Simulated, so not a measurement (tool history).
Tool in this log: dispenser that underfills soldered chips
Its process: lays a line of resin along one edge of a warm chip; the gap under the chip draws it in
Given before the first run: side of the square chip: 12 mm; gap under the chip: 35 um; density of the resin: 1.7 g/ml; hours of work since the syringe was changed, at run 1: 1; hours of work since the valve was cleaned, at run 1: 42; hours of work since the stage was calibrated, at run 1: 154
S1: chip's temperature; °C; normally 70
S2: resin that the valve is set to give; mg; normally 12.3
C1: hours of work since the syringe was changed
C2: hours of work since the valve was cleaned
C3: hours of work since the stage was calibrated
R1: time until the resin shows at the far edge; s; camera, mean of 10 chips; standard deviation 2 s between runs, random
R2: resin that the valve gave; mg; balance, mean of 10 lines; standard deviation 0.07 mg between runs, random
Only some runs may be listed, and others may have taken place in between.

run   hour  S1    S2  C1  C2   C3     R1     R2
  1      0  70  12.3   1  42  154  199.2  11.94
  2    5.1  69  12.3   4  45  157  234.6  11.89
      10.8  -- new syringe of resin
  3   11.5  69  12.3   0  49  161  204.7  11.73
  4   18.4  77  12.3   5  53  165  174.9  11.78
  5   22.7  72  12.3   8  56  168  228.5  11.83
      23.8  -- new syringe of resin
  6   29.6  72  12.3   4  60  172  204.2  11.81
  7   35.3  72  12.3   7  64  176  227.4  11.73
      36.6  -- new syringe of resin
  8   43.8  72  12.3   5  69  181  208.9  11.61
        49  -- new syringe of resin
  9   52.4  72  12.3   2  74  186  193.5  11.55
      61.8  -- new syringe of resin
 10   61.8  72  12.3   0  80  192  178.2  11.43
      71.7  -- dispensing valve cleaned and set on the balance
 11   71.7  72  12.3   6   0  198  214.6  12.27
      75.6  -- new syringe of resin
 12   78.7  65  12.3   2   4  202  247.5  12.19
 13   87.5  65  10.8   8  10  208    303  10.68
      88.5  -- new syringe of resin
 14     92  65  10.8   2  13  210  258.6  10.73
     101.3  -- new syringe of resin
 15  101.4  65  10.8   0  18  216  239.3  10.55
 16    106  65  10.8   3  21  219  261.5  10.66
     113.9  -- new syringe of resin
 17  114.1  65  10.8   0  26  224  238.7  10.53
 18    122  57  12.3   5  31  229  371.9  11.93
     126.3  -- new syringe of resin
 19  129.5  79  13.4   2  36  234  145.2  12.97
 20  133.7  57  11.8   5  39  237  379.6  11.42
     139.1  -- new syringe of resin
 21  140.9  61  12.1   1  43  241  291.7  11.67
 22  150.4  61  12.1   7  49  247  341.8  11.64
     151.8  -- new syringe of resin
 23  156.7  61  12.1   3  53  251  302.6  11.54
     164.7  -- new syringe of resin
 24  165.4  61  12.1   0  58  256  277.3  11.54
 25  173.7  61  12.1   6  64  262  327.2  11.32
     177.3  -- new syringe of resin
 26  180.4  61  12.1   2  68  266  278.5  11.51
 27  185.8  61  12.1   5  71  269    315  11.45
     189.7  -- new syringe of resin
 28  191.9  83  12.3   1  75  273    123  11.59
 29  196.4  80  12.3   4  78  276  154.5  11.57
     202.4  -- new syringe of resin
 30  206.2  80  12.3   2  84  282  141.9  11.51
     209.8  -- dispensing valve cleaned and set on the balance
 31  214.5  80  12.3   7   3  286  161.5   12.3
     215.8  -- new syringe of resin
 32  223.5  80  14.5   5   9  292  150.8  14.33
     228.2  -- new syringe of resin
 33  232.5  67  13.9   3  14  298  226.4   13.8
     240.7  -- new syringe of resin
 34  240.7  70  14.1   0  19  303  183.4  13.86
 35  250.5  71  12.7   6  25  309  224.4  12.37
     253.5  -- new syringe of resin
 36  258.2  70  12.3   3  30  314  212.8  11.88

A few steps of R1 between consecutive runs. Split each: what settings, incoming material and random variation would produce without the hidden state, and what is left over for the hidden state, along with gauge scatter present in only one of the two compared results (measured, and without hidden state):
Hidden conditions of the tool in this case: resin's viscosity, % of fresh resin's; dose that the valve gives, % of what is set; true chip temperature over the reading, C; drift of the gauge itself on fill_s, %; drift of the gauge itself on given_mg, %.
Run 12 -> 13: S2 12.3 -> 10.8. R1 +55.5 s: hidden state +51.2, all else +4.3.
Run 18 -> 19: S1 57 -> 79, S2 12.3 -> 13.4, new syringe of resin. R1 -226.7 s: hidden state -33.2, all else -193.5.
Run 19 -> 20: S1 79 -> 57, S2 13.4 -> 11.8. R1 +234.4 s: hidden state +39.7, all else +194.7.
Run 21 -> 22: no setting changed, nothing entered. R1 +50.1 s: hidden state +61.5, all else -11.4.
Run 24 -> 25: no setting changed, nothing entered. R1 +49.9 s: hidden state +51.4, all else -1.5.
Run 27 -> 28: S1 61 -> 83, S2 12.1 -> 12.3, new syringe of resin. R1 -192 s: hidden state -28.5, all else -163.5.
